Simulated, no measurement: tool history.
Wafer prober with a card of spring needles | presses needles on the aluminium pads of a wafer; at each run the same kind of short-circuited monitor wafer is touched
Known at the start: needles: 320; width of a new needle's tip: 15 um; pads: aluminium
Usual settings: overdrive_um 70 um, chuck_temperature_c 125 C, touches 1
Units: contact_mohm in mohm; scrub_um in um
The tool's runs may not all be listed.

{"run": 1, "hour": 0.0, "overdrive_um": 70, "chuck_temperature_c": 125, "touches": 1, "contact_mohm": 266, "scrub_um": 10.26}
{"run": 2, "hour": 8.3, "overdrive_um": 70, "chuck_temperature_c": 125, "touches": 1, "contact_mohm": 297, "scrub_um": 10.39}
{"hour": 9.1, "done": "tips cleaned on abrasive film"}
{"run": 3, "hour": 14.5, "overdrive_um": 70, "chuck_temperature_c": 125, "touches": 1, "contact_mohm": 290, "scrub_um": 10.27}
{"run": 4, "hour": 18.5, "overdrive_um": 65, "chuck_temperature_c": 125, "touches": 1, "contact_mohm": 307, "scrub_um": 9.54}
{"hour": 19.1, "done": "tips cleaned on abrasive film"}
{"run": 5, "hour": 22.5, "overdrive_um": 65, "chuck_temperature_c": 125, "touches": 1, "contact_mohm": 282, "scrub_um": 9.59}
{"run": 6, "hour": 27.4, "overdrive_um": 70, "chuck_temperature_c": 125, "touches": 1, "contact_mohm": 294, "scrub_um": 10.37}
{"hour": 29.5, "done": "tips cleaned on abrasive film"}
{"run": 7, "hour": 35.8, "overdrive_um": 70, "chuck_temperature_c": 125, "touches": 1, "contact_mohm": 293, "scrub_um": 10.29}
{"hour": 39.4, "done": "tips cleaned on abrasive film"}
{"run": 8, "hour": 42.8, "overdrive_um": 70, "chuck_temperature_c": 125, "touches": 2, "contact_mohm": 269, "scrub_um": 10.3}
{"run": 9, "hour": 47.9, "overdrive_um": 70, "chuck_temperature_c": 125, "touches": 2, "contact_mohm": 284, "scrub_um": 10.24}
{"hour": 49.7, "done": "tips cleaned on abrasive film"}
{"run": 10, "hour": 56.3, "overdrive_um": 71, "chuck_temperature_c": 125, "touches": 2, "contact_mohm": 283, "scrub_um": 10.4}
{"hour": 60.2, "done": "tips cleaned on abrasive film"}
{"run": 11, "hour": 63.1, "overdrive_um": 71, "chuck_temperature_c": 125, "touches": 2, "contact_mohm": 267, "scrub_um": 10.38}
{"run": 12, "hour": 67.8, "overdrive_um": 71, "chuck_temperature_c": 125, "touches": 2, "contact_mohm": 279, "scrub_um": 10.4}
{"hour": 70.4, "done": "tips cleaned on abrasive film"}
{"run": 13, "hour": 75.0, "overdrive_um": 71, "chuck_temperature_c": 125, "touches": 2, "contact_mohm": 274, "scrub_um": 10.47}
{"run": 14, "hour": 78.8, "overdrive_um": 70, "chuck_temperature_c": 125, "touches": 1, "contact_mohm": 299, "scrub_um": 10.24}
{"hour": 80.2, "done": "tips cleaned on abrasive film"}
{"run": 15, "hour": 87.1, "overdrive_um": 70, "chuck_temperature_c": 125, "touches": 1, "contact_mohm": 293, "scrub_um": 10.28}
{"hour": 90.1, "done": "tips cleaned on abrasive film"}
{"run": 16, "hour": 95.6, "overdrive_um": 70, "chuck_temperature_c": 125, "touches": 1, "contact_mohm": 289, "scrub_um": 10.15}
{"hour": 100.0, "done": "tips cleaned on abrasive film"}
{"run": 17, "hour": 104.2, "overdrive_um": 70, "chuck_temperature_c": 125, "touches": 1, "contact_mohm": 284, "scrub_um": 10.17}
{"run": 18, "hour": 108.2, "overdrive_um": 71, "chuck_temperature_c": 57, "touches": 2, "contact_mohm": 265, "scrub_um": 10.28}
{"hour": 109.8, "done": "tips cleaned on abrasive film"}
{"run": 19, "hour": 117.4, "overdrive_um": 73, "chuck_temperature_c": 100, "touches": 2, "contact_mohm": 276, "scrub_um": 10.56}
{"hour": 120.0, "done": "tips cleaned on abrasive film"}
{"run": 20, "hour": 121.4, "overdrive_um": 73, "chuck_temperature_c": 100, "touches": 2, "contact_mohm": 259, "scrub_um": 10.65}
{"run": 21, "hour": 128.9, "overdrive_um": 62, "chuck_temperature_c": 68, "touches": 1, "contact_mohm": 299, "scrub_um": 9.06}
{"hour": 129.7, "done": "tips cleaned on abrasive film"}
{"run": 22, "hour": 137.4, "overdrive_um": 82, "chuck_temperature_c": 68, "touches": 1, "contact_mohm": 275, "scrub_um": 12.1}
{"hour": 139.6, "done": "tips cleaned on abrasive film"}
{"run": 23, "hour": 142.7, "overdrive_um": 61, "chuck_temperature_c": 35, "touches": 2, "contact_mohm": 255, "scrub_um": 8.67}
{"hour": 149.3, "done": "tips cleaned on abrasive film"}
{"run": 24, "hour": 149.3, "overdrive_um": 88, "chuck_temperature_c": 31, "touches": 1, "contact_mohm": 239, "scrub_um": 12.82}
{"run": 25, "hour": 156.9, "overdrive_um": 88, "chuck_temperature_c": 31, "touches": 2, "contact_mohm": 247, "scrub_um": 12.96}
{"hour": 159.7, "done": "tips cleaned on abrasive film"}
{"run": 26, "hour": 161.2, "overdrive_um": 75, "chuck_temperature_c": 120, "touches": 2, "contact_mohm": 265, "scrub_um": 10.91}
{"run": 27, "hour": 167.1, "overdrive_um": 59, "chuck_temperature_c": 121, "touches": 1, "contact_mohm": 310, "scrub_um": 8.51}
{"hour": 169.7, "done": "tips cleaned on abrasive film"}
{"run": 28, "hour": 171.0, "overdrive_um": 77, "chuck_temperature_c": 64, "touches": 2, "contact_mohm": 251, "scrub_um": 11.13}
{"run": 29, "hour": 178.3, "overdrive_um": 77, "chuck_temperature_c": 64, "touches": 2, "contact_mohm": 263, "scrub_um": 11.15}
{"hour": 179.5, "done": "tips cleaned on abrasive film"}
{"run": 30, "hour": 187.0, "overdrive_um": 56, "chuck_temperature_c": 54, "touches": 2, "contact_mohm": 284, "scrub_um": 7.94}
{"hour": 189.2, "done": "tips cleaned on abrasive film"}
{"run": 31, "hour": 191.2, "overdrive_um": 56, "chuck_temperature_c": 54, "touches": 2, "contact_mohm": 265, "scrub_um": 7.96}
{"run": 32, "hour": 198.3, "overdrive_um": 70, "chuck_temperature_c": 101, "touches": 2, "contact_mohm": 277, "scrub_um": 10.15}
{"hour": 199.2, "done": "tips cleaned on abrasive film"}
{"run": 33, "hour": 202.8, "overdrive_um": 70, "chuck_temperature_c": 101, "touches": 2, "contact_mohm": 272, "scrub_um": 10.0}
{"run": 34, "hour": 207.4, "overdrive_um": 70, "chuck_temperature_c": 101, "touches": 2, "contact_mohm": 278, "scrub_um": 10.01}

Forecast each of these 3 alternatives for the next run:
{"hour": 209.2, "done": "tips cleaned on abrasive film"}
{"run": "A", "hour": 213.6, "overdrive_um": 72, "chuck_temperature_c": 63, "touches": 2, "contact_mohm": "?", "scrub_um": "?"}
{"hour": 209.2, "done": "tips cleaned on abrasive film"}
{"run": "B", "hour": 213.6, "overdrive_um": 77, "chuck_temperature_c": 113, "touches": 2, "contact_mohm": "?", "scrub_um": "?"}
{"hour": 209.2, "done": "tips cleaned on abrasive film"}
{"run": "C", "hour": 213.6, "overdrive_um": 70, "chuck_temperature_c": 52, "touches": 1, "contact_mohm": "?", "scrub_um": "?"}

run=A contact_mohm=263 scrub_um=10.26
run=B contact_mohm=268 scrub_um=11.07
run=C contact_mohm=274 scrub_um=10.07
Without the tool's hidden state the same runs would have given:
run=A contact_mohm=245 scrub_um=10.76
run=B contact_mohm=253 scrub_um=11.56
run=C contact_mohm=243 scrub_um=10.57
